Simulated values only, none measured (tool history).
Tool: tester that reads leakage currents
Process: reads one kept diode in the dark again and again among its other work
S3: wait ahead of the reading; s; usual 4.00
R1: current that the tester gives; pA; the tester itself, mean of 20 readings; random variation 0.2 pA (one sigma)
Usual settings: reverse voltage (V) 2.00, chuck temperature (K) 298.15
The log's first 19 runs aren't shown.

run 20 hour=614.6 | reverse_voltage_(V)=2.00 chuck_temperature_(K)=298.15 S3=4.00 | R1=74.17
run 21 hour=641.2 | reverse_voltage_(V)=2.00 chuck_temperature_(K)=298.15 S3=4.00 | R1=74.45
run 22 hour=676.1 | reverse_voltage_(V)=14.16 chuck_temperature_(K)=314.15 S3=3.60 | R1=745.40
run 23 hour=719.1 | reverse_voltage_(V)=14.16 chuck_temperature_(K)=314.15 S3=3.60 | R1=748.58
run 24 hour=752.7 | reverse_voltage_(V)=14.16 chuck_temperature_(K)=314.15 S3=3.60 | R1=756.75
run 25 hour=796.0 | reverse_voltage_(V)=1.11 chuck_temperature_(K)=314.15 S3=0.45 | R1=178.86
run 26 hour=828.2 | reverse_voltage_(V)=7.28 chuck_temperature_(K)=298.15 S3=6.72 | R1=162.61
run 27 hour=859.9 | reverse_voltage_(V)=7.28 chuck_temperature_(K)=298.15 S3=6.72 | R1=163.62
run 28 hour=899.3 | reverse_voltage_(V)=3.64 chuck_temperature_(K)=309.15 S3=9.39 | R1=248.65
run 29 hour=930.2 | reverse_voltage_(V)=2.08 chuck_temperature_(K)=303.15 S3=0.57 | R1=117.29
run 30 hour=962.2 | reverse_voltage_(V)=2.08 chuck_temperature_(K)=303.15 S3=0.37 | R1=118.11
run 31 hour=1003.7 | reverse_voltage_(V)=2.08 chuck_temperature_(K)=303.15 S3=0.37 | R1=118.52
run 32 hour=1032.0 | reverse_voltage_(V)=1.02 chuck_temperature_(K)=298.15 S3=0.98 | R1=54.40
run 33 hour=1055.5 | reverse_voltage_(V)=2.12 chuck_temperature_(K)=318.15 S3=0.55 | R1=354.21
-- hour=1071.9 chuck's temperature calibrated
run 34 hour=1079.5 | reverse_voltage_(V)=16.55 chuck_temperature_(K)=318.15 S3=2.76 | R1=958.57
run 35 hour=1113.9 | reverse_voltage_(V)=2.37 chuck_temperature_(K)=299.15 S3=1.90 | R1=79.45
run 36 hour=1140.0 | reverse_voltage_(V)=2.37 chuck_temperature_(K)=299.15 S3=1.90 | R1=79.54

Run 37 comes next. What will it give?
run 37 hour=1174.4 | reverse_voltage_(V)=2.21 chuck_temperature_(K)=298.15 S3=2.15 | R1=?

{"run 37": {"R1": 71.38}}
Without the tool's hidden state the same run would have given R1 68.83 pA.
